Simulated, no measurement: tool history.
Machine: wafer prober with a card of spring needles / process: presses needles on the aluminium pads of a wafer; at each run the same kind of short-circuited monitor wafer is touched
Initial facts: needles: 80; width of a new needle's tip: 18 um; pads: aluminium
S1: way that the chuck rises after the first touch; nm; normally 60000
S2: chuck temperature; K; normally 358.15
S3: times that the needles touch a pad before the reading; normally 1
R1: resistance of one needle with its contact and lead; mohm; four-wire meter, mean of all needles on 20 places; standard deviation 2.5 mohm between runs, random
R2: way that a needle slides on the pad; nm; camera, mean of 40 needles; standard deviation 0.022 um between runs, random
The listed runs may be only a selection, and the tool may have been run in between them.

run 1 hour=0 | S1=60000 S2=358.15 S3=1 | R1=296 R2=7390
-- hour=5.2 tips cleaned on abrasive film
run 2 hour=9.3 | S1=60000 S2=358.15 S3=1 | R1=320 R2=7400
-- hour=10.7 tips cleaned on abrasive film
-- hour=16.2 tips cleaned on abrasive film
run 3 hour=20 | S1=60000 S2=358.15 S3=1 | R1=314 R2=7380
-- hour=21.9 tips cleaned on abrasive film
run 4 hour=26.1 | S1=60000 S2=358.15 S3=1 | R1=318 R2=7380
-- hour=27.1 tips cleaned on abrasive film
run 5 hour=31 | S1=60000 S2=358.15 S3=1 | R1=317 R2=7380
-- hour=33.3 tips cleaned on abrasive film
-- hour=35 height of the first contact set anew
-- hour=39.2 tips cleaned on abrasive film
run 6 hour=42.8 | S1=60000 S2=358.15 S3=1 | R1=313 R2=7770
-- hour=45 tips cleaned on abrasive film
-- hour=50.8 tips cleaned on abrasive film
run 7 hour=51.4 | S1=60000 S2=358.15 S3=1 | R1=302 R2=7770
-- hour=56.8 tips cleaned on abrasive film
run 8 hour=60 | S1=60000 S2=358.15 S3=1 | R1=305 R2=7770
-- hour=62.9 tips cleaned on abrasive film
run 9 hour=67.4 | S1=57000 S2=358.15 S3=1 | R1=320 R2=7360
-- hour=68.3 tips cleaned on abrasive film
-- hour=73.9 tips cleaned on abrasive film
run 10 hour=74.6 | S1=60000 S2=379.15 S3=1 | R1=303 R2=7720
-- hour=79.8 tips cleaned on abrasive film
run 11 hour=81.3 | S1=60000 S2=379.15 S3=1 | R1=308 R2=7740
-- hour=85.2 tips cleaned on abrasive film
run 12 hour=88.3 | S1=60000 S2=358.15 S3=1 | R1=312 R2=7700
-- hour=90.9 tips cleaned on abrasive film
-- hour=96.2 tips cleaned on abrasive film
run 13 hour=97.2 | S1=53000 S2=358.15 S3=1 | R1=305 R2=6780
-- hour=102 tips cleaned on abrasive film
-- hour=107.4 tips cleaned on abrasive film
run 14 hour=107.4 | S1=53000 S2=358.15 S3=1 | R1=305 R2=6750
-- hour=112.9 tips cleaned on abrasive film
-- hour=118.2 tips cleaned on abrasive film
run 15 hour=118.2 | S1=58000 S2=358.15 S3=1 | R1=299 R2=7440
-- hour=123.9 tips cleaned on abrasive film
run 16 hour=126.8 | S1=60000 S2=358.15 S3=1 | R1=310 R2=7670
-- hour=129.8 tips cleaned on abrasive film
run 17 hour=133.2 | S1=48000 S2=304.15 S3=2 | R1=305 R2=6130
-- hour=135.6 tips cleaned on abrasive film
-- hour=140.9 tips cleaned on abrasive film
run 18 hour=144 | S1=55000 S2=303.15 S3=2 | R1=291 R2=7000
-- hour=146.2 tips cleaned on abrasive film
-- hour=151.8 tips cleaned on abrasive film
run 19 hour=154.5 | S1=55000 S2=395.15 S3=1 | R1=325 R2=6960
-- hour=157.2 tips cleaned on abrasive film
run 20 hour=161.9 | S1=55000 S2=395.15 S3=1 | R1=331 R2=6940
-- hour=162.6 tips cleaned on abrasive film
-- hour=168.5 tips cleaned on abrasive film
run 21 hour=169.8 | S1=72000 S2=311.15 S3=1 | R1=284 R2=9180
-- hour=174 tips cleaned on abrasive film
run 22 hour=179 | S1=72000 S2=311.15 S3=1 | R1=294 R2=9160
-- hour=180.2 tips cleaned on abrasive film
-- hour=185.5 tips cleaned on abrasive film
run 23 hour=188.7 | S1=72000 S2=311.15 S3=1 | R1=291 R2=9190
-- hour=191 tips cleaned on abrasive film
-- hour=196.2 tips cleaned on abrasive film
run 24 hour=199.7 | S1=60000 S2=320.15 S3=2 | R1=298 R2=7550
-- hour=201.5 tips cleaned on abrasive film
-- hour=206.7 tips cleaned on abrasive film
run 25 hour=208.1 | S1=79000 S2=314.15 S3=2 | R1=281 R2=10020
-- hour=212.3 tips cleaned on abrasive film
run 26 hour=213.2 | S1=63000 S2=314.15 S3=2 | R1=285 R2=7920
-- hour=218.1 tips cleaned on abrasive film
-- hour=224 tips cleaned on abrasive film
run 27 hour=224 | S1=58000 S2=314.15 S3=2 | R1=287 R2=7270
-- hour=229.7 tips cleaned on abrasive film
run 28 hour=230.9 | S1=58000 S2=314.15 S3=2 | R1=285 R2=7270
-- hour=235.9 tips cleaned on abrasive film
run 29 hour=239.5 | S1=58000 S2=314.15 S3=2 | R1=295 R2=7240
-- hour=242.1 tips cleaned on abrasive film
-- hour=247.7 tips cleaned on abrasive film
run 30 hour=250 | S1=58000 S2=314.15 S3=2 | R1=290 R2=7240
-- hour=253.8 tips cleaned on abrasive film
run 31 hour=255.6 | S1=66000 S2=301.15 S3=3 | R1=280 R2=8260

Each run again, without the hidden state but with its own random variation kept:
Hidden state present: debris on the tips, nm; way that the needles fall short of the set height, um; tips' diameter, um; drift of the gauge itself on contact_mohm, %; drift of the gauge itself on scrub_um, %.
run=1 R1=292 R2=7740
run=2 R1=298 R2=7760
run=3 R1=292 R2=7760
run=4 R1=296 R2=7760
run=5 R1=297 R2=7770
run=6 R1=298 R2=7770
run=7 R1=297 R2=7800
run=8 R1=290 R2=7800
run=9 R1=297 R2=7400
run=10 R1=298 R2=7770
run=11 R1=299 R2=7800
run=12 R1=296 R2=7760
run=13 R1=296 R2=6860
run=14 R1=300 R2=6840
run=15 R1=295 R2=7550
run=16 R1=295 R2=7780
run=17 R1=286 R2=6250
run=18 R1=277 R2=7140
run=19 R1=307 R2=7110
run=20 R1=305 R2=7100
run=21 R1=277 R2=9350
run=22 R1=276 R2=9340
run=23 R1=276 R2=9380
run=24 R1=285 R2=7750
run=25 R1=277 R2=10250
run=26 R1=280 R2=8160
run=27 R1=283 R2=7510
run=28 R1=278 R2=7520
run=29 R1=282 R2=7500
run=30 R1=279 R2=7510
run=31 R1=275 R2=8530

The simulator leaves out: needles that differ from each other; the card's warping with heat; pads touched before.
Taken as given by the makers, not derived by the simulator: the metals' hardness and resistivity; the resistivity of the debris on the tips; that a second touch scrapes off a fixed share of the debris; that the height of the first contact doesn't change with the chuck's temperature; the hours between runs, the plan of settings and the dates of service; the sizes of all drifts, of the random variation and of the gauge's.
